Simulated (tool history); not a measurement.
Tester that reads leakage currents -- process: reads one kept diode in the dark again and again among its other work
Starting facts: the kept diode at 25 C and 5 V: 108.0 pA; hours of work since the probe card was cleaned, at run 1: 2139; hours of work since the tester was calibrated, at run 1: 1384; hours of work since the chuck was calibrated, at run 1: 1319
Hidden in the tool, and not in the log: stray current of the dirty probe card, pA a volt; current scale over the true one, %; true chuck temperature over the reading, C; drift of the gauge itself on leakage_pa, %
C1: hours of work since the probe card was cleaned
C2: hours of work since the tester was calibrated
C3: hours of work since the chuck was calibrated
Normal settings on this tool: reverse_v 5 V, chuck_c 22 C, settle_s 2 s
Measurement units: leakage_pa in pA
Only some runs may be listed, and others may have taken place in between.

Run 1, hour 0: usual settings; C1 2139; C2 1384; C3 1319. Result: leakage_pa 78.55 pA.
Run 2, hour 55.4: usual settings; C1 2176; C2 1421; C3 1356. Result: leakage_pa 77.91 pA.
Run 3, hour 88.8: usual settings; C1 2199; C2 1444; C3 1379. Result: leakage_pa 78.35 pA.
Run 4, hour 141.2: usual settings; C1 2234; C2 1479; C3 1414. Result: leakage_pa 77.74 pA.
Run 5, hour 187.3: usual settings; C1 2265; C2 1510; C3 1445. Result: leakage_pa 77.79 pA.
Run 6, hour 235.4: usual settings; C1 2297; C2 1542; C3 1477. Result: leakage_pa 77.5 pA.
Run 7, hour 281.5: usual settings; C1 2328; C2 1573; C3 1508. Result: leakage_pa 77.05 pA.
Run 8, hour 313.2: usual settings but chuck_c 28 C; C1 2349; C2 1594; C3 1529. Result: leakage_pa 119.27 pA.
Run 9, hour 363.7: usual settings but chuck_c 42 C, settle_s 8.31 s; C1 2383; C2 1628; C3 1563. Result: leakage_pa 311.97 pA.
Run 10, hour 399.1: usual settings but reverse_v 4.44 V, settle_s 0.44 s; C1 2407; C2 1652; C3 1587. Result: leakage_pa 74.2 pA.
At hour 444.1: chuck's temperature calibrated.
Run 11, hour 444.1: usual settings but reverse_v 4.44 V, chuck_c 34 C, settle_s 0.44 s; C1 2436; C2 1680; C3 0. Result: leakage_pa 205.98 pA.
At hour 499.8: probe card cleaned and baked.
Run 12, hour 509.5: usual settings but reverse_v 9.55 V, chuck_c 51 C, settle_s 2.6 s; C1 7; C2 1722; C3 42. Result: leakage_pa 800.36 pA.

Predict each of these 4 candidate next runs independently; none follows another, all start after run 12:
Run A, hour 544.1: usual settings but reverse_v 9.55 V, chuck_c 55 C, settle_s 2.6 s; C1 30; C2 1746; C3 65. Result: leakage_pa ?.
Run B, hour 544.1: usual settings but chuck_c 25 C; C1 30; C2 1746; C3 65. Result: leakage_pa ?.
Run C, hour 544.1: usual settings but reverse_v 9.55 V, chuck_c 46 C, settle_s 0.61 s; C1 30; C2 1746; C3 65. Result: leakage_pa ?.
Run D, hour 544.1: usual settings but reverse_v 19.4 V, chuck_c 49 C; C1 30; C2 1746; C3 65. Result: leakage_pa ?.

run  leakage_pa
  A     1019.62
  B      109.95
  C         582
  D      890.55
The same runs, with their run-to-run variation unchanged, on a tool lacking any hidden condition would have given:
run  leakage_pa
  A     1006.72
  B       108.4
  C      574.42
  D         879
